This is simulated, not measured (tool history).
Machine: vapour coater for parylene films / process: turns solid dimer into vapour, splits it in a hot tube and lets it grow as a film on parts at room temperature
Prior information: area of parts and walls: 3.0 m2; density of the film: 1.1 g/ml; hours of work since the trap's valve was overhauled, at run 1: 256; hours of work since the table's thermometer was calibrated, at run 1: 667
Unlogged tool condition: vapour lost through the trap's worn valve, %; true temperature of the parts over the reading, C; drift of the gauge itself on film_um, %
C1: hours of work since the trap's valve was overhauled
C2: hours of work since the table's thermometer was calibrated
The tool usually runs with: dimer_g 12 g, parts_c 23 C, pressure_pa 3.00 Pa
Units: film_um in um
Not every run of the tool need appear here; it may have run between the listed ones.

Run 1, hour 0.0: usual settings; C1 256; C2 667. Result: film_um 2.97 um.
At hour 56.7: trap's valve overhauled.
Run 2, hour 58.5: usual settings; C1 1; C2 712. Result: film_um 2.94 um.
Run 3, hour 122.9: usual settings but pressure_pa 6.22 Pa; C1 55; C2 766. Result: film_um 2.86 um.
Run 4, hour 181.9: usual settings; C1 105; C2 815. Result: film_um 3.00 um.
Run 5, hour 216.9: usual settings; C1 134; C2 845. Result: film_um 2.97 um.
Run 6, hour 243.4: usual settings but pressure_pa 9.90 Pa; C1 156; C2 867. Result: film_um 2.78 um.
Run 7, hour 274.1: usual settings but pressure_pa 9.90 Pa; C1 182; C2 892. Result: film_um 2.82 um.
Run 8, hour 306.9: usual settings but pressure_pa 9.90 Pa; C1 209; C2 920. Result: film_um 2.79 um.
Run 9, hour 333.8: usual settings; C1 232; C2 942. Result: film_um 2.94 um.
Run 10, hour 364.9: usual settings; C1 258; C2 968. Result: film_um 2.99 um.
At hour 416.5: trap's valve overhauled.
Run 11, hour 425.0: usual settings; C1 7; C2 1015. Result: film_um 2.99 um.
Run 12, hour 478.4: usual settings but pressure_pa 3.01 Pa; C1 52; C2 1060. Result: film_um 2.96 um.
Run 13, hour 530.3: usual settings but dimer_g 11 g, parts_c 17 C, pressure_pa 5.73 Pa; C1 95; C2 1103. Result: film_um 3.09 um.
Run 14, hour 581.6: usual settings but dimer_g 7 g, parts_c 21 C, pressure_pa 3.75 Pa; C1 138; C2 1146. Result: film_um 1.80 um.
Run 15, hour 642.9: usual settings but dimer_g 7 g, parts_c 24 C, pressure_pa 6.73 Pa; C1 189; C2 1197. Result: film_um 1.64 um.
Run 16, hour 681.1: usual settings but dimer_g 22 g; C1 221; C2 1229. Result: film_um 5.46 um.
Run 17, hour 728.4: usual settings but dimer_g 22 g; C1 261; C2 1269. Result: film_um 5.46 um.
At hour 778.8: trap's valve overhauled.
Run 18, hour 792.9: usual settings but dimer_g 7 g, parts_c 28 C, pressure_pa 2.55 Pa; C1 12; C2 1319. Result: film_um 1.51 um.
Run 19, hour 825.9: usual settings but dimer_g 14 g; C1 39; C2 1347. Result: film_um 3.43 um.
Run 20, hour 881.5: usual settings but dimer_g 14 g; C1 86; C2 1394. Result: film_um 3.40 um.
Run 21, hour 925.2: usual settings but dimer_g 14 g, parts_c 28 C, pressure_pa 5.88 Pa; C1 122; C2 1430. Result: film_um 2.96 um.
Run 22, hour 957.4: usual settings but dimer_g 11 g; C1 149; C2 1457. Result: film_um 2.73 um.
Run 23, hour 1020.8: usual settings but parts_c 18 C, pressure_pa 3.66 Pa; C1 202; C2 1510. Result: film_um 3.36 um.

What if the next run were any one of these 3? Each begins from the tool's condition after run 23:
Run A, hour 1067.9: usual settings but dimer_g 7 g, parts_c 22 C; C1 242; C2 1549. Result: film_um ?.
Run B, hour 1067.9: usual settings but dimer_g 14 g, parts_c 18 C, pressure_pa 7.72 Pa; C1 242; C2 1549. Result: film_um ?.
Run C, hour 1067.9: usual settings but parts_c 18 C, pressure_pa 7.26 Pa; C1 242; C2 1549. Result: film_um ?.

run  film_um
  A     1.75
  B     3.76
  C     3.23
Without the tool's unlogged condition, the same runs would have read:
run  film_um
  A     1.76
  B     3.77
  C     3.24
